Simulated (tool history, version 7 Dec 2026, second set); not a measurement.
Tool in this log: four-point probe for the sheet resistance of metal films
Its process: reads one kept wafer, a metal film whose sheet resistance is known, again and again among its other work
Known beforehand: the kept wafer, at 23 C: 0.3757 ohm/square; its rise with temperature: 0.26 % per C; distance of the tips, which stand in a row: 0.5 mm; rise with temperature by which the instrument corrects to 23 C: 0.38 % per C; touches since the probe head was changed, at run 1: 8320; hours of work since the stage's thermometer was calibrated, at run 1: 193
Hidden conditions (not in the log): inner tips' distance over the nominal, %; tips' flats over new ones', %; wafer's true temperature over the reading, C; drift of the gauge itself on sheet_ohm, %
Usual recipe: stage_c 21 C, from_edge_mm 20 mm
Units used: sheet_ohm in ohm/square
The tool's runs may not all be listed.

| run | hour | stage_c | from_edge_mm | touches since the probe head was changed | hours of work since the stage's thermometer was calibrated | sheet_ohm |
|---|---|---|---|---|---|---|
| 1 | 0 | 21 | 20 | 8320 | 193 | 0.378332 |
| 2 | 39.7 | 21 | 20 | 8961 | 218 | 0.378315 |
| 3 | 56.7 | 21 | 20 | 9237 | 229 | 0.378202 |
| 4 | 91.6 | 21 | 8 | 9801 | 251 | 0.378938 |
| 5 | 121.3 | 21 | 8 | 10280 | 269 | 0.378968 |
| 6 | 149.1 | 32 | 20 | 10729 | 287 | 0.373479 |
| 7 | 176.9 | 32 | 20 | 11179 | 304 | 0.373521 |
| 8 | 206.7 | 32 | 20 | 11661 | 323 | 0.373547 |
| 9 | 245 | 20 | 20 | 12279 | 347 | 0.378572 |
| 10 | 275.3 | 21 | 15 | 12769 | 366 | 0.378331 |
| 11 | 301.6 | 33 | 20 | 13194 | 383 | 0.372981 |
| 12 | 326.6 | 33 | 20 | 13598 | 398 | 0.373081 |
| 13 | 365 | 21 | 20 | 14217 | 423 | 0.378225 |
| 14 | 395.5 | 21 | 26 | 14712 | 442 | 0.378096 |
| 15 | 412.8 | 33 | 8 | 14990 | 453 | 0.373662 |
| 16 | 441.4 | 24 | 8 | 15452 | 471 | 0.377283 |
|  | 444.3 | stage's thermometer calibrated |
| 17 | 474.7 | 24 | 8 | 15982 | 19 | 0.377313 |
| 18 | 499.2 | 31 | 20 | 16379 | 34 | 0.373663 |
| 19 | 533.8 | 28 | 3 | 16937 | 56 | 0.380276 |
| 20 | 571.2 | 21 | 59 | 17542 | 80 | 0.378016 |
|  | 597.3 | stage's thermometer calibrated, once more |
| 21 | 610.9 | 21 | 59 | 18175 | 9 | 0.377979 |
| 22 | 643.6 | 21 | 5 | 18703 | 29 | 0.380085 |
| 23 | 665.1 | 24 | 60 | 19051 | 43 | 0.376597 |
| 24 | 694.8 | 30 | 60 | 19530 | 61 | 0.373977 |
| 25 | 717.8 | 33 | 20 | 19902 | 76 | 0.37275 |
| 26 | 738.6 | 20 | 20 | 20239 | 89 | 0.378504 |
| 27 | 773.5 | 20 | 20 | 20803 | 111 | 0.378412 |

Each row is a separate what-if for the run after 27, all from the same tool condition, not one after another. Results?
| A | 809.5 | 34 | 20 | 21384 | 133 | ? |
| B | 809.5 | 27 | 30 | 21384 | 133 | ? |
| C | 809.5 | 21 | 18 | 21384 | 133 | ? |
| D | 809.5 | 23 | 5 | 21384 | 133 | ? |

| run | sheet_ohm |
|---|---|
| A | 0.372447 |
| B | 0.375293 |
| C | 0.378047 |
| D | 0.378947 |
Had the tool no hidden state, the same runs would have come out as:
| run | sheet_ohm |
|---|---|
| A | 0.371234 |
| B | 0.37407 |
| C | 0.376815 |
| D | 0.377713 |
